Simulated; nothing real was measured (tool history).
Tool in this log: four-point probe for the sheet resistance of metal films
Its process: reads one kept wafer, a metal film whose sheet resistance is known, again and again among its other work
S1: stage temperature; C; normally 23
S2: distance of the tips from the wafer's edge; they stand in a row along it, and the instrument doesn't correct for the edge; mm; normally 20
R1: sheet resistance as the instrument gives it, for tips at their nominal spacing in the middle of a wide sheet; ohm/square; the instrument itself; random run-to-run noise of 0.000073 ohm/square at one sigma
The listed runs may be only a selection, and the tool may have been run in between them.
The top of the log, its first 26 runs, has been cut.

| run | day | S1 | S2 | R1 |
|---|---|---|---|---|
| 27 | 17.388 | 20 | 35 | 0.366390 |
| 28 | 17.958 | 34 | 65 | 0.364911 |
| 29 | 18.892 | 20 | 65 | 0.366433 |
| 30 | 19.525 | 23 | 30 | 0.366158 |
| 31 | 20.021 | 21 | 18 | 0.367032 |
| 32 | 20.500 | 21 | 18 | 0.367017 |
| 33 | 21.058 | 23 | 23 | 0.366449 |
| 34 | 21.908 | 28 | 35 | 0.365635 |
| 35 | 22.621 | 28 | 35 | 0.365700 |
| 36 | 23.192 | 28 | 35 | 0.365741 |
| 37 | 24.004 | 28 | 35 | 0.365810 |

Expected results for the next run?
| 38 | 24.979 | 28 | 35 | ? |

Run 38 came out at R1 0.365748 ohm/square.
Take away the tool's hidden state, keep the run-to-run variation as it was, and the same run would have given R1 0.363646 ohm/square.

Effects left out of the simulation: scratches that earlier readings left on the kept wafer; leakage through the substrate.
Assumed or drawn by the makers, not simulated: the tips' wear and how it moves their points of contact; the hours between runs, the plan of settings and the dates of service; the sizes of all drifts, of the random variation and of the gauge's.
